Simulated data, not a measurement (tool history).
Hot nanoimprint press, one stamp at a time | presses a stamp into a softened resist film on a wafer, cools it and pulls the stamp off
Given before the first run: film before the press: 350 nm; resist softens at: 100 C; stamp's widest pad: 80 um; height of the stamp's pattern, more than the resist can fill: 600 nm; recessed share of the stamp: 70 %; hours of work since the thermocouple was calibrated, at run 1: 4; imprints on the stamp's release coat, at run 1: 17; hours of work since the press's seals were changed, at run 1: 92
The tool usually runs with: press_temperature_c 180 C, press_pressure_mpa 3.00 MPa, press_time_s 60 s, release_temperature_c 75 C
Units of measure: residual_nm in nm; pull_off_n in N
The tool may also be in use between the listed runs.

run	hour	press_temperature_c	press_pressure_mpa	press_time_s	release_temperature_c	hours of work since the thermocouple was calibrated	imprints on the stamp's release coat	hours of work since the press's seals were changed	residual_nm	pull_off_n
1	0.0	180	3.00	60	75	4	17	92	190.7	141
2	14.7	180	3.00	60	75	12	51	100	190.8	135
3	28.1	180	3.00	60	75	19	82	107	188.5	139
4	41.2	180	3.00	60	75	27	112	114	187.3	140
5	49.3	180	3.00	75	75	31	131	119	175.7	133
6	58.9	180	3.00	60	75	36	153	124	190.4	143
7	67.2	180	3.00	60	75	41	172	129	190.1	136
8	80.1	180	3.00	60	75	48	202	136	190.8	138
9	96.0	180	4.76	75	75	57	239	145	142.8	139
10	109.4	180	4.56	45	75	64	270	152	174.3	140
11	116.1	173	4.16	48	70	68	285	156	224.2	162
12	123.0	173	4.16	48	70	72	301	160	226.5	157
13	138.7	180	3.13	60	82	81	337	168	189.1	114
14	152.2	180	3.13	60	71	88	369	176	188.3	165
15	160.4	180	3.13	60	71	92	387	180	186.3	157
16	174.6	180	3.13	60	71	100	420	188	187.8	156

5 ways to go on from here, each from the tool as it stands after run 16. What would each give?
A	189.0	180	2.75	51	73	108	453	196	?	?
B	189.0	180	3.13	61	61	108	453	196	?	?
C	189.0	178	3.00	54	64	108	453	196	?	?
D	189.0	180	3.07	60	75	108	453	196	?	?
E	189.0	180	2.10	60	75	108	453	196	?	?

run	residual_nm	pull_off_n
A	212.0	149
B	188.3	200
C	210.0	186
D	190.0	142
E	220.3	149
With the hidden condition removed and each run's random variation left untouched, the same runs would have given:
run	residual_nm	pull_off_n
A	208.9	139
B	185.3	187
C	206.9	174
D	187.0	132
E	217.2	139

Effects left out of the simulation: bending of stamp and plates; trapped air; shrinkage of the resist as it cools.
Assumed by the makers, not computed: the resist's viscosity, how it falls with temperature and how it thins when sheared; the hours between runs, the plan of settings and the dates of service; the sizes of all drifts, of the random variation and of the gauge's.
